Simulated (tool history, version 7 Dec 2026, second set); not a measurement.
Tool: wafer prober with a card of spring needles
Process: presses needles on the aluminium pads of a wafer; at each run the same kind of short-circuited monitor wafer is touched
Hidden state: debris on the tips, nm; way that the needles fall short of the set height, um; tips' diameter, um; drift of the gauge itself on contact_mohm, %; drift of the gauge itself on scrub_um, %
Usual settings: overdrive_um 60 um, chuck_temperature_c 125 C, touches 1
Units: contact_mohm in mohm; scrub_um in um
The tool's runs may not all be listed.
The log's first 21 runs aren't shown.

run	day	overdrive_um	chuck_temperature_c	touches	touches since the tips were cleaned	cleanings since the card got new needles	touches since the first contact's height was set	contact_mohm	scrub_um
22	8.062	69	125	2	4249	30	4868	247	17.01
# day 8.217: tips cleaned on abrasive film
23	8.562	69	26	1	3167	31	9434	247	16.91
# day 8.829: tips cleaned on abrasive film
24	8.854	52	37	3	225	32	12091	205	12.76
25	9.208	79	53	3	3492	32	15358	212	19.41
# day 9.438: tips cleaned on abrasive film
26	9.658	76	59	2	2039	33	19453	218	18.59
# day 10.071: tips cleaned on abrasive film
27	10.188	53	125	1	1100	34	24288	262	12.94
28	10.633	60	74	2	5195	34	28383	261	14.75
# day 10.683: tips cleaned on abrasive film
29	11.138	41	31	1	4209	35	32992	392	9.97
# day 11.288: tips cleaned on abrasive film
30	11.525	54	125	1	2190	36	36506	279	13.14
31	11.804	43	125	1	4780	36	39096	393	10.4
# day 11.908: tips cleaned on abrasive film
32	12.171	60	125	2	2406	37	42410	255	14.59
# day 12.521: tips cleaned on abrasive film
33	12.546	75	28	2	209	38	45811	194	18.23

Forecast each of these 3 alternatives for the next run:
A	13.012	46	39	2	4512	38	50114	?	?
B	13.012	67	30	2	4512	38	50114	?	?
C	13.012	48	58	3	4512	38	50114	?	?

run	contact_mohm	scrub_um
A	301	11.13
B	238	16.41
C	255	11.64
Without the tool's hidden state the same runs would have given:
run	contact_mohm	scrub_um
A	202	11.34
B	189	16.61
C	201	11.85
